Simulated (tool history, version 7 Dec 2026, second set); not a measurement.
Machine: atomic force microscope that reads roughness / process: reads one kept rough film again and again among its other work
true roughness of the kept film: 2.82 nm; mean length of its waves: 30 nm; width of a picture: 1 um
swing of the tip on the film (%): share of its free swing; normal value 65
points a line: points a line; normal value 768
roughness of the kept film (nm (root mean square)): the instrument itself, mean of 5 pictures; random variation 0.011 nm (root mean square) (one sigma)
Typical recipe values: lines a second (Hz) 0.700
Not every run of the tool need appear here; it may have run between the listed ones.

run,day,lines a second (Hz),swing of the tip on the film (%),points a line,roughness of the kept film (nm (root mean square))
1,0.000,0.700,65,768,2.392
2,1.362,0.591,65,768,2.197
3,2.496,0.591,65,768,2.052
# day 2.842: new tip fitted
4,3.762,0.591,65,768,2.367
5,5.862,0.591,65,768,2.078
# day 6.412: new tip fitted
6,8.112,0.591,65,768,2.262
7,9.729,0.591,56,323,2.095
# day 9.875: new tip fitted
8,12.129,1.713,72,914,2.087
# day 13.429: new tip fitted
9,13.800,1.138,68,875,2.391
10,15.754,0.684,58,402,2.145
# day 16.871: new tip fitted
11,17.629,0.563,73,530,2.380
12,19.642,3.180,73,429,1.877

Here are 4 independent what-if runs from the current tool condition. What would each one return?
# day 20.483: new tip fitted
A,21.733,1.538,66,308,?
# day 20.483: new tip fitted
B,21.733,3.180,70,297,?
# day 20.483: new tip fitted
C,21.733,0.700,65,1024,?
# day 20.483: new tip fitted
D,21.733,2.235,70,586,?

run,roughness of the kept film (nm (root mean square))
A,2.228
B,2.073
C,2.317
D,2.164
The same runs, with their run-to-run variation unchanged, on a tool lacking any hidden condition would have given:
run,roughness of the kept film (nm (root mean square))
A,2.442
B,2.273
C,2.539
D,2.372

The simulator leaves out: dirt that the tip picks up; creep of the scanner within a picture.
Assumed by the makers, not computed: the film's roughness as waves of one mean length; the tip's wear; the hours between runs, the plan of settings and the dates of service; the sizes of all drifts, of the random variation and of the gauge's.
